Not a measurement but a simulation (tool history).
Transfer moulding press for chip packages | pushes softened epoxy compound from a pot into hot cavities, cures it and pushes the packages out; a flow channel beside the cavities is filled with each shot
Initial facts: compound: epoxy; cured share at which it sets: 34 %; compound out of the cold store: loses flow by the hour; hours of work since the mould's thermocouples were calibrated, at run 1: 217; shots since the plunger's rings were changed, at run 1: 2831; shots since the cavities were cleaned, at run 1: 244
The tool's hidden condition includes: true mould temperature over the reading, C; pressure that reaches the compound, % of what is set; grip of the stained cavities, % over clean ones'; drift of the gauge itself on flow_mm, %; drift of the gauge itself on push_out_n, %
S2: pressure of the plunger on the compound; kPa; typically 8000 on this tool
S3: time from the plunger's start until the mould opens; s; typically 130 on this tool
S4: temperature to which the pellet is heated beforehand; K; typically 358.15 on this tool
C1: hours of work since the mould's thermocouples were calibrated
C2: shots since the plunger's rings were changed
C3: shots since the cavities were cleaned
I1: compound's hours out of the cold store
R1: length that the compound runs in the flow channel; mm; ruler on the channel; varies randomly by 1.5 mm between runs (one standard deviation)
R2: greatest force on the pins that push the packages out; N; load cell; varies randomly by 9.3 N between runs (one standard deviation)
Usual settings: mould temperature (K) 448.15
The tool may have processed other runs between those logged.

run 1 hour=0 | mould_temperature_(K)=448.15 S2=8000 S3=130 S4=358.15 | C1=217 C2=2831 C3=244 | I1=16.1 | R1=528 R2=617
run 2 hour=9.3 | mould_temperature_(K)=448.15 S2=8000 S3=130 S4=358.15 | C1=222 C2=2911 C3=324 | I1=24.2 | R1=502 R2=606
run 3 hour=19.9 | mould_temperature_(K)=448.15 S2=8000 S3=130 S4=358.15 | C1=229 C2=3002 C3=415 | I1=14.1 | R1=536 R2=671
-- hour=27.3 cavities cleaned with cleaning compound and waxed
run 4 hour=28.7 | mould_temperature_(K)=448.15 S2=8000 S3=130 S4=358.15 | C1=233 C2=3064 C3=13 | I1=9.9 | R1=546 R2=446
run 5 hour=36.9 | mould_temperature_(K)=448.15 S2=9330 S3=130 S4=358.15 | C1=238 C2=3134 C3=83 | I1=22.1 | R1=549 R2=508
run 6 hour=43.2 | mould_temperature_(K)=448.15 S2=9330 S3=130 S4=358.15 | C1=242 C2=3187 C3=136 | I1=26 | R1=532 R2=520
run 7 hour=53.6 | mould_temperature_(K)=448.15 S2=9330 S3=130 S4=358.15 | C1=248 C2=3276 C3=225 | I1=41.4 | R1=480 R2=548
run 8 hour=61.4 | mould_temperature_(K)=448.15 S2=9330 S3=130 S4=358.15 | C1=253 C2=3343 C3=292 | I1=36.3 | R1=499 R2=584
run 9 hour=66.8 | mould_temperature_(K)=448.15 S2=8000 S3=130 S4=358.15 | C1=256 C2=3389 C3=338 | I1=9.9 | R1=546 R2=648
run 10 hour=77.2 | mould_temperature_(K)=448.15 S2=8000 S3=130 S4=358.15 | C1=263 C2=3477 C3=426 | I1=21.5 | R1=507 R2=657
-- hour=83.3 cavities cleaned with cleaning compound and waxed
run 11 hour=90.2 | mould_temperature_(K)=448.15 S2=8000 S3=130 S4=358.15 | C1=270 C2=3576 C3=59 | I1=11.3 | R1=539 R2=476
run 12 hour=100.9 | mould_temperature_(K)=448.15 S2=8000 S3=130 S4=367.15 | C1=276 C2=3668 C3=151 | I1=35.8 | R1=460 R2=490
run 13 hour=109.2 | mould_temperature_(K)=448.15 S2=8000 S3=123 S4=358.15 | C1=281 C2=3739 C3=222 | I1=35.3 | R1=463 R2=585
run 14 hour=117.8 | mould_temperature_(K)=448.15 S2=8000 S3=145 S4=358.15 | C1=286 C2=3812 C3=295 | I1=13.9 | R1=529 R2=541
run 15 hour=127.6 | mould_temperature_(K)=448.15 S2=8000 S3=130 S4=348.15 | C1=292 C2=3895 C3=378 | I1=32.9 | R1=468 R2=664
-- hour=138.5 cavities cleaned with cleaning compound and waxed
run 16 hour=138.5 | mould_temperature_(K)=445.15 S2=8550 S3=124 S4=358.15 | C1=298 C2=3976 C3=0 | I1=13.8 | R1=559 R2=543
run 17 hour=143.3 | mould_temperature_(K)=442.15 S2=6210 S3=124 S4=358.15 | C1=301 C2=4017 C3=41 | I1=33.5 | R1=427 R2=661
run 18 hour=152.4 | mould_temperature_(K)=441.15 S2=8420 S3=143 S4=368.15 | C1=306 C2=4094 C3=118 | I1=26.2 | R1=528 R2=642
run 19 hour=162.4 | mould_temperature_(K)=441.15 S2=8420 S3=143 S4=368.15 | C1=312 C2=4180 C3=204 | I1=26.1 | R1=527 R2=679
run 20 hour=172.5 | mould_temperature_(K)=443.15 S2=7050 S3=163 S4=349.15 | C1=319 C2=4266 C3=290 | I1=34.8 | R1=449 R2=567
run 21 hour=181.9 | mould_temperature_(K)=443.15 S2=7050 S3=163 S4=349.15 | C1=324 C2=4346 C3=370 | I1=35.8 | R1=445 R2=614
-- hour=194.3 cavities cleaned with cleaning compound and waxed
run 22 hour=194.5 | mould_temperature_(K)=443.15 S2=7050 S3=163 S4=349.15 | C1=331 C2=4441 C3=1 | I1=25.4 | R1=475 R2=444
run 23 hour=203 | mould_temperature_(K)=453.15 S2=7050 S3=121 S4=357.15 | C1=336 C2=4513 C3=73 | I1=33.8 | R1=419 R2=446
run 24 hour=213 | mould_temperature_(K)=448.15 S2=6950 S3=130 S4=358.15 | C1=342 C2=4599 C3=159 | I1=30.3 | R1=441 R2=531
run 25 hour=217.8 | mould_temperature_(K)=448.15 S2=7310 S3=130 S4=358.15 | C1=345 C2=4640 C3=200 | I1=29 | R1=455 R2=546
run 26 hour=224.2 | mould_temperature_(K)=448.15 S2=6360 S3=140 S4=358.15 | C1=349 C2=4695 C3=255 | I1=46.1 | R1=382 R2=534
run 27 hour=229.4 | mould_temperature_(K)=442.15 S2=6360 S3=140 S4=358.15 | C1=352 C2=4739 C3=299 | I1=36.9 | R1=424 R2=697

Estimate the outcome of run 28 from the log above:
run 28 hour=239.7 | mould_temperature_(K)=442.15 S2=8480 S3=130 S4=349.15 | C1=358 C2=4827 C3=387 | I1=21.2 | R1=? R2=?

For run 28 the tool returned R1 540 mm, R2 914 N.
Were there no unlogged condition in the tool, this run, its random variation unchanged, would have produced R1 564 mm, R2 608 N.
